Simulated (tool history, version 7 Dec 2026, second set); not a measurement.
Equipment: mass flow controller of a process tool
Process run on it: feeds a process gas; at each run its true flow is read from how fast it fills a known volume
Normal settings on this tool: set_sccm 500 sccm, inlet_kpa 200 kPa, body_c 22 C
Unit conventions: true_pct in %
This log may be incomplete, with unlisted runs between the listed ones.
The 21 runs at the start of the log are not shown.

run	day	set_sccm	inlet_kpa	body_c	hours of work since the controller was set to zero	hours of work since the controller was changed	true_pct
22	252.025	500	203	24	392	392	101.08
23	267.542	500	203	24	546	546	101.08
24	277.471	500	223	22	645	645	101.16
25	288.467	500	163	39	754	754	102.27
26	298.200	500	163	39	850	850	102.37
27	310.300	282	163	20	970	970	101.46
# day 318.358: gauge calibrated
28	319.342	282	163	20	1060	1060	99.09
29	330.908	214	239	25	1174	1174	98.60

What will run 30 give?
30	341.204	214	239	25	1276	1276	?

true_pct: 98.76 %
Were there no unlogged condition in the tool, this run, its random variation unchanged, would have produced true_pct 98.59 %.
